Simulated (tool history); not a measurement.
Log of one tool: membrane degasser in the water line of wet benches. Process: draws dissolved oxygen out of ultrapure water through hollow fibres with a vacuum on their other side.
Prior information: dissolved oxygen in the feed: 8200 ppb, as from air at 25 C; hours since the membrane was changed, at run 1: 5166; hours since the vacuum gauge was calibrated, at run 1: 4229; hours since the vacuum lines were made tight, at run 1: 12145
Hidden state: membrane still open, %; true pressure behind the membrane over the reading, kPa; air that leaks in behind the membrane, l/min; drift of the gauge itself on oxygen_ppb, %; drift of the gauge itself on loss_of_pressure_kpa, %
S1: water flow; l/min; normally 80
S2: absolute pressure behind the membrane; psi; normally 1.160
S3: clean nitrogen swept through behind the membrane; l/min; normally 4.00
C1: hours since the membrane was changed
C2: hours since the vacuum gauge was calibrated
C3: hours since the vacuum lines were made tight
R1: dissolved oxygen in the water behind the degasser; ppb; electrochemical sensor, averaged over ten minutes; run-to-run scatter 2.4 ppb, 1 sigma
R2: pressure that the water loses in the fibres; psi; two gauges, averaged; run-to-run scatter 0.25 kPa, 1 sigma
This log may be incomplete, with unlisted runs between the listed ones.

run	hour	S1	S2	S3	C1	C2	C3	R1	R2
1	0.0	80	1.160	4.00	5166	4229	12145	246.8	9.784
2	203.7	80	1.160	4.00	5370	4433	12349	252.8	9.931
3	421.6	80	1.160	4.00	5588	4651	12567	250.3	9.852
# hour 495.1: seals of the vacuum lines changed
4	649.0	80	1.160	4.00	5813	4876	154	249.5	9.918
5	776.1	80	1.160	4.00	5940	5003	281	250.6	9.858
# hour 848.0: vacuum gauge calibrated
6	878.1	80	1.160	4.00	6042	30	382	255.6	9.900
7	1003.0	80	1.160	4.00	6167	155	507	260.2	9.873
8	1115.5	80	1.160	4.00	6279	268	620	255.1	9.871
9	1264.4	80	1.427	4.00	6428	416	769	331.7	9.873
10	1449.3	51	1.427	4.00	6613	601	954	208.4	6.334
11	1601.6	51	1.427	4.00	6765	754	1106	205.1	6.351
12	1698.8	80	0.708	4.00	6863	851	1203	125.1	10.005
13	1850.7	80	1.160	1.69	7015	1003	1355	484.0	9.996
# hour 1895.4: vacuum gauge calibrated, once more
14	2041.8	118	1.160	4.00	7205	146	1546	398.9	14.745
15	2267.0	118	1.160	4.00	7430	372	1771	404.0	14.779
16	2465.3	118	1.160	4.00	7629	570	1969	401.2	14.833
17	2600.6	82	0.817	3.69	7764	705	2104	153.7	10.321
18	2751.7	90	1.542	2.67	7915	856	2256	542.8	11.300
19	2851.5	90	1.542	2.67	8015	956	2355	545.1	11.271
20	2962.7	84	2.876	4.26	8126	1067	2467	711.4	10.534
21	3153.8	80	1.233	4.68	8317	1258	2658	233.5	10.105
22	3305.7	80	1.160	1.60	8469	1410	2810	477.3	10.121
23	3432.7	81	1.156	3.52	8596	1537	2937	267.6	10.198
24	3584.7	89	1.250	2.65	8748	1689	3089	414.0	11.204
25	3718.1	89	2.334	2.30	8881	1823	3222	957.4	11.129
26	3925.1	79	1.327	6.59	9088	2030	3429	200.5	9.992
27	4075.1	119	1.067	4.41	9239	2180	3579	357.9	15.074
28	4239.0	119	1.067	4.41	9402	2344	3743	359.9	15.114
29	4455.0	48	2.849	7.49	9618	2560	3959	254.5	6.050
30	4580.2	48	2.849	7.49	9744	2685	4084	252.7	6.087
31	4794.5	48	2.849	7.49	9958	2899	4298	250.7	6.142
32	4893.5	85	2.236	4.00	10057	2998	4397	585.9	10.734

For some of the steps in R1 from one run to the next: how much would appear even if the tool had no hidden state, given the settings, what came in and random variation, and how much remains for the hidden state plus any gauge scatter that the measured result and the result without hidden state don't share?
Run 13 -> 14: S1 80 -> 118, S3 1.69 -> 4.00, vacuum gauge calibrated, once more. R1 -85.1 ppb: hidden state -23.2, all else -61.9.
Run 20 -> 21: S1 84 -> 80, S2 2.876 -> 1.233, S3 4.26 -> 4.68. R1 -477.9 ppb: hidden state -0.2, all else -477.7.
Run 24 -> 25: S2 1.250 -> 2.334, S3 2.65 -> 2.30. R1 +543.4 ppb: hidden state -0.6, all else +544.0.
Run 25 -> 26: S1 89 -> 79, S2 2.334 -> 1.327, S3 2.30 -> 6.59. R1 -756.9 ppb: hidden state -3.3, all else -753.6.
Run 26 -> 27: S1 79 -> 119, S2 1.327 -> 1.067, S3 6.59 -> 4.41. R1 +157.4 ppb: hidden state +18.8, all else +138.6.
Run 28 -> 29: S1 119 -> 48, S2 1.067 -> 2.849, S3 4.41 -> 7.49. R1 -105.4 ppb: hidden state -27.0, all else -78.4.

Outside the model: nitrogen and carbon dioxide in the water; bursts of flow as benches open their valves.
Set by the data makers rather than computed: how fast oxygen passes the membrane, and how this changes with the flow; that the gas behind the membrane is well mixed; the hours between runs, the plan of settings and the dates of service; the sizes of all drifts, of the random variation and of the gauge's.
